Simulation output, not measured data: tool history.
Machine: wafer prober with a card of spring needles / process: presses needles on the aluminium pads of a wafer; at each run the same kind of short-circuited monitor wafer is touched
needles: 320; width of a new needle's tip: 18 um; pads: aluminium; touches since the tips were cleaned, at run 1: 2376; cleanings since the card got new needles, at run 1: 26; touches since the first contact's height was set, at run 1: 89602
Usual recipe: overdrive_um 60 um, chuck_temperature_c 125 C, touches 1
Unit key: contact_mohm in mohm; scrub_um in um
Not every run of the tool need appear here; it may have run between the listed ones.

| run | day | overdrive_um | chuck_temperature_c | touches | touches since the tips were cleaned | cleanings since the card got new needles | touches since the first contact's height was set | contact_mohm | scrub_um |
|---|---|---|---|---|---|---|---|---|---|
| 1 | 0 | 60 | 125 | 1 | 2376 | 26 | 89602 | 175 | 15.14 |
|  | 0.075 | tips cleaned on abrasive film |
|  | 0.483 | tips cleaned on abrasive film |
| 2 | 0.558 | 60 | 125 | 1 | 561 | 28 | 93679 | 173 | 15.22 |
| 3 | 0.838 | 60 | 125 | 1 | 2631 | 28 | 95749 | 177 | 15.27 |
|  | 0.875 | tips cleaned on abrasive film |
| 4 | 1.183 | 60 | 125 | 1 | 2282 | 29 | 98290 | 177 | 15.2 |
|  | 1.271 | tips cleaned on abrasive film |
| 5 | 1.592 | 60 | 125 | 1 | 2377 | 30 | 101305 | 174 | 15.44 |
|  | 1.692 | tips cleaned on abrasive film |
|  | 2.129 | tips cleaned on abrasive film |
| 6 | 2.138 | 60 | 125 | 1 | 91 | 32 | 105312 | 172 | 15.14 |
|  | 2.521 | tips cleaned on abrasive film |
| 7 | 2.692 | 60 | 125 | 1 | 1270 | 33 | 109389 | 172 | 15.43 |
|  | 2.921 | tips cleaned on abrasive film |
| 8 | 3.208 | 60 | 125 | 1 | 2150 | 34 | 113202 | 175 | 15.44 |
|  | 3.35 | tips cleaned on abrasive film |
| 9 | 3.458 | 60 | 125 | 1 | 815 | 35 | 115032 | 175 | 15.28 |
|  | 3.779 | tips cleaned on abrasive film |
| 10 | 3.8 | 60 | 125 | 1 | 160 | 36 | 117536 | 174 | 15.37 |
|  | 4.175 | tips cleaned on abrasive film |
| 11 | 4.175 | 60 | 125 | 1 | 0 | 37 | 120285 | 172 | 15.16 |
|  | 4.608 | tips cleaned on abrasive film |
| 12 | 4.704 | 72 | 125 | 1 | 741 | 38 | 124195 | 173 | 18.22 |
|  | 5.025 | tips cleaned on abrasive film |
| 13 | 5.033 | 72 | 102 | 2 | 61 | 39 | 126590 | 166 | 18.34 |
|  | 5.45 | tips cleaned on abrasive film |
| 14 | 5.467 | 72 | 102 | 2 | 139 | 40 | 129798 | 166 | 18.5 |
| 15 | 5.775 | 72 | 102 | 2 | 2424 | 40 | 132083 | 167 | 18.55 |
|  | 5.883 | tips cleaned on abrasive film |
| 16 | 6.154 | 57 | 102 | 2 | 1988 | 41 | 134848 | 171 | 14.88 |
|  | 6.317 | tips cleaned on abrasive film |
| 17 | 6.7 | 57 | 102 | 2 | 2836 | 42 | 138887 | 173 | 14.82 |
|  | 6.729 | tips cleaned on abrasive film |
| 18 | 6.95 | 58 | 45 | 1 | 1631 | 43 | 140714 | 161 | 14.89 |
|  | 7.162 | tips cleaned on abrasive film |
| 19 | 7.412 | 41 | 36 | 1 | 1870 | 44 | 144122 | 166 | 10.62 |
|  | 7.592 | tips cleaned on abrasive film |
| 20 | 7.875 | 60 | 116 | 3 | 2100 | 45 | 147529 | 174 | 15.44 |
|  | 8.004 | tips cleaned on abrasive film |
| 21 | 8.296 | 52 | 30 | 2 | 2151 | 46 | 150606 | 159 | 13.29 |
|  | 8.408 | tips cleaned on abrasive film |
| 22 | 8.754 | 52 | 30 | 2 | 2577 | 47 | 154003 | 161 | 13.1 |

Alternative continuations, all from the tool just after run 22; predict every row:
|  | 8.804 | tips cleaned on abrasive film |
|  | 9.221 | tips cleaned on abrasive film |
| A | 9.317 | 58 | 54 | 2 | 713 | 49 | 158111 | ? | ? |
|  | 8.804 | tips cleaned on abrasive film |
|  | 9.221 | tips cleaned on abrasive film |
| B | 9.317 | 57 | 77 | 2 | 713 | 49 | 158111 | ? | ? |
|  | 8.804 | tips cleaned on abrasive film |
|  | 9.221 | tips cleaned on abrasive film |
| C | 9.317 | 46 | 30 | 2 | 713 | 49 | 158111 | ? | ? |
|  | 8.804 | tips cleaned on abrasive film |
|  | 9.221 | tips cleaned on abrasive film |
| D | 9.317 | 60 | 125 | 1 | 713 | 49 | 158111 | ? | ? |
|  | 8.804 | tips cleaned on abrasive film |
|  | 9.221 | tips cleaned on abrasive film |
| E | 9.317 | 45 | 115 | 3 | 713 | 49 | 158111 | ? | ? |

| run | contact_mohm | scrub_um |
|---|---|---|
| A | 163 | 14.86 |
| B | 164 | 14.66 |
| C | 162 | 11.81 |
| D | 173 | 15.29 |
| E | 182 | 11.67 |
Take away the tool's hidden state, keep each run's random variation, and the runs would have read:
| run | contact_mohm | scrub_um |
|---|---|---|
| A | 163 | 14.86 |
| B | 164 | 14.66 |
| C | 162 | 11.81 |
| D | 173 | 15.29 |
| E | 181 | 11.67 |
